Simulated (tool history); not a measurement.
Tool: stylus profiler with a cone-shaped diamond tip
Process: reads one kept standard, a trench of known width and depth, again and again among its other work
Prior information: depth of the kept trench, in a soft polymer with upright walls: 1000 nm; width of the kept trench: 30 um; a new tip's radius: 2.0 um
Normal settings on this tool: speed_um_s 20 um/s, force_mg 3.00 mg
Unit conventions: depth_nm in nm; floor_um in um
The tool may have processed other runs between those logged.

run 1 hour=0.0 | speed_um_s=20 force_mg=3.00 | depth_nm=1009.42 floor_um=26.40
run 2 hour=29.1 | speed_um_s=20 force_mg=3.00 | depth_nm=1009.70 floor_um=26.39
run 3 hour=49.3 | speed_um_s=20 force_mg=3.00 | depth_nm=1009.49 floor_um=26.47
run 4 hour=73.2 | speed_um_s=20 force_mg=3.00 | depth_nm=1009.53 floor_um=26.38
run 5 hour=104.8 | speed_um_s=20 force_mg=3.00 | depth_nm=1009.14 floor_um=26.38
run 6 hour=126.3 | speed_um_s=20 force_mg=3.00 | depth_nm=1009.26 floor_um=26.43
run 7 hour=156.3 | speed_um_s=20 force_mg=3.00 | depth_nm=1009.20 floor_um=26.37
run 8 hour=180.6 | speed_um_s=22 force_mg=3.00 | depth_nm=1009.07 floor_um=26.43
run 9 hour=221.4 | speed_um_s=22 force_mg=3.00 | depth_nm=1009.60 floor_um=26.41
run 10 hour=251.0 | speed_um_s=22 force_mg=3.00 | depth_nm=1009.06 floor_um=26.37
run 11 hour=290.6 | speed_um_s=17 force_mg=3.00 | depth_nm=1009.27 floor_um=26.42

What does the tool deliver on the next run?
run 12 hour=325.4 | speed_um_s=15 force_mg=1.05 | depth_nm=? floor_um=?

Run 12 came out at depth_nm 1004.14 nm, floor_um 26.35 um.
Minus the tool's unlogged condition, the same run would have read depth_nm 1004.15 nm, floor_um 26.36 um.

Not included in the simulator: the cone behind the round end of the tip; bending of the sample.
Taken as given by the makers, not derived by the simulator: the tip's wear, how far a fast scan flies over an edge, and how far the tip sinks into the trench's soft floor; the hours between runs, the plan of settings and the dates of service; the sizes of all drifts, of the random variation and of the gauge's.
